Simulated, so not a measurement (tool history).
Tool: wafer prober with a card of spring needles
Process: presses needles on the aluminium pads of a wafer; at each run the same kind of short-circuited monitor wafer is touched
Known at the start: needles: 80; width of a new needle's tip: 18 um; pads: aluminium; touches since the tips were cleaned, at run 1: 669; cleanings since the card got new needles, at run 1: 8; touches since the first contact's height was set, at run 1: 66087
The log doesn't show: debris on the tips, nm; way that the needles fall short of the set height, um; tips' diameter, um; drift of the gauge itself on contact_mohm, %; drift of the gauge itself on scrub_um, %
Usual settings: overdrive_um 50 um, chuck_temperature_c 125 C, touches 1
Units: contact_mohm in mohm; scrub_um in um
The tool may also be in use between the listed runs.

run,hour,overdrive_um,chuck_temperature_c,touches,touches since the tips were cleaned,cleanings since the card got new needles,touches since the first contact's height was set,contact_mohm,scrub_um
1,0,50,125,1,669,8,66087,162,12.07
2,6.2,50,125,1,2759,8,68177,163,12.06
3,11.1,50,125,1,4403,8,69821,164,12.07
# hour 19: tips cleaned on abrasive film
4,19.2,50,125,1,82,9,72529,163,12.05
5,25.3,50,125,1,2145,9,74592,160,12.08
6,34.5,50,125,1,5226,9,77673,162,12.06
# hour 39.4: tips cleaned on abrasive film
7,42.6,50,125,2,1095,10,80376,163,12.08
8,46.6,50,125,2,2433,10,81714,164,12.08
9,51.6,50,125,2,4112,10,83393,161,12.06
10,57.4,50,125,2,6078,10,85359,162,12.07
# hour 59.9: tips cleaned on abrasive film
11,64.2,43,26,2,1448,11,87619,147,10.39
12,69,43,26,2,3048,11,89219,146,10.37
13,75.2,55,56,2,5140,11,91311,146,13.26
# hour 80.2: tips cleaned on abrasive film
14,81.7,37,125,1,507,12,93489,169,8.93
15,90,37,125,1,3297,12,96279,168,8.94
16,97,39,84,3,5643,12,98625,157,9.42
# hour 101: tips cleaned on abrasive film
17,105.2,39,76,3,1432,13,101370,159,9.41
18,114,50,28,3,4380,13,104318,145,12.06
# hour 121.9: tips cleaned on abrasive film
19,122.9,50,28,3,334,14,107277,145,12.07

4 ways to go on from here, each from the tool as it stands after run 19. What would each give?
A,130.5,54,125,2,2892,14,109835,?,?
B,130.5,50,28,1,2892,14,109835,?,?
C,130.5,50,125,1,2892,14,109835,?,?
D,130.5,39,60,1,2892,14,109835,?,?

run,contact_mohm,scrub_um
A,157,13.03
B,143,12.1
C,160,12.07
D,155,9.43
Without the tool's hidden state the same runs would have given:
run,contact_mohm,scrub_um
A,157,13.03
B,143,12.1
C,160,12.07
D,154,9.43
